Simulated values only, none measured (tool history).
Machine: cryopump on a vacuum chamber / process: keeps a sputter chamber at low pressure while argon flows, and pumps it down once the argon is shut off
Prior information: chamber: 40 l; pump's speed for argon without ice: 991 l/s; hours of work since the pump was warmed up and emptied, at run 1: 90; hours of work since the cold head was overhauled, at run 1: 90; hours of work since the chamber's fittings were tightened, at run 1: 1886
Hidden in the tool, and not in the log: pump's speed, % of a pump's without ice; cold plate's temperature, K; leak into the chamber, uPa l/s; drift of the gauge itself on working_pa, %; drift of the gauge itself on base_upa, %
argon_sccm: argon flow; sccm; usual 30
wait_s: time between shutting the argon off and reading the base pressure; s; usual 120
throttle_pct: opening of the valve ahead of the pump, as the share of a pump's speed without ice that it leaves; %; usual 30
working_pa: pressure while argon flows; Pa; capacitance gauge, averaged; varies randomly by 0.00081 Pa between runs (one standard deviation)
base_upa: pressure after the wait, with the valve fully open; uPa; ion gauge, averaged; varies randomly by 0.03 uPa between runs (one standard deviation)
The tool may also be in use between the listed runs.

run,hour,argon_sccm,wait_s,throttle_pct,hours of work since the pump was warmed up and emptied,hours of work since the cold head was overhauled,hours of work since the chamber's fittings were tightened,working_pa,base_upa
1,0,30,120,30,90,90,1886,0.1726,3.19
2,18.6,30,120,30,100,100,1896,0.1727,3.16
3,29.4,30,120,30,105,105,1901,0.1727,3.26
4,46,30,120,30,114,114,1909,0.1743,3.29
5,55.5,30,120,30,118,118,1914,0.175,3.26
6,65.5,30,120,30,124,124,1919,0.1748,3.22
7,80.6,53,120,30,131,131,1927,0.3079,3.36
8,96.4,53,120,30,139,139,1935,0.3087,3.26
9,105.4,53,120,30,144,144,1940,0.3077,3.35
10,116.3,53,120,30,149,149,1945,0.3104,3.28
11,127.6,53,120,30,155,155,1951,0.3087,3.25
12,143,53,120,30,163,163,1959,0.3103,3.37
13,156.4,21,120,30,170,170,1966,0.1238,3.4
14,174.3,21,48,30,179,179,1975,0.1228,5.23
15,189.8,31,120,30,187,187,1982,0.1817,3.47
16,198.8,31,120,30,191,191,1987,0.1833,3.35
17,216.9,30,120,30,200,200,1996,0.1772,3.36
18,225.5,30,120,30,205,205,2001,0.1768,3.54
19,241.4,30,43,30,213,213,2009,0.1756,5.74
20,256.5,14,24,22,221,221,2016,0.1121,8.44
21,268.7,21,24,22,227,227,2023,0.1686,8.33
22,277.6,30,70,30,231,231,2027,0.1787,4.45
23,288.3,30,70,30,237,237,2032,0.1776,4.4
24,309.7,30,70,30,248,248,2043,0.1782,4.35
25,319.8,47,48,30,253,253,2049,0.2799,5.23
26,341.2,47,48,17,264,264,2059,0.4816,5.5
27,354.2,21,39,31,270,270,2066,0.1224,5.98
28,371.5,21,39,31,279,279,2075,0.1229,6.19
29,382.2,15,245,28,284,284,2080,0.0966,3.02
30,398,34,20,35,292,292,2088,0.176,9.97
31,410.7,55,20,27,299,299,2095,0.3619,9.91
32,424,55,20,27,306,306,2101,0.3662,9.75
33,435.2,55,30,27,311,311,2107,0.3661,7.31
34,451.5,55,30,27,320,320,2115,0.3654,7.41
35,460.5,28,274,15,324,324,2120,0.3285,3.12

Branching from run 35: 3 alternative next runs. What would each branch give?
A,474.6,19,120,30,331,331,2127,?,?
B,474.6,28,274,54,331,331,2127,?,?
C,474.6,26,179,48,331,331,2127,?,?

run,working_pa,base_upa
A,0.1145,3.75
B,0.0985,3.06
C,0.103,3.49
Take away the tool's hidden state, keep each run's random variation, and the runs would have read:
run,working_pa,base_upa
A,0.1075,1.54
B,0.0882,0.83
C,0.0934,1.17
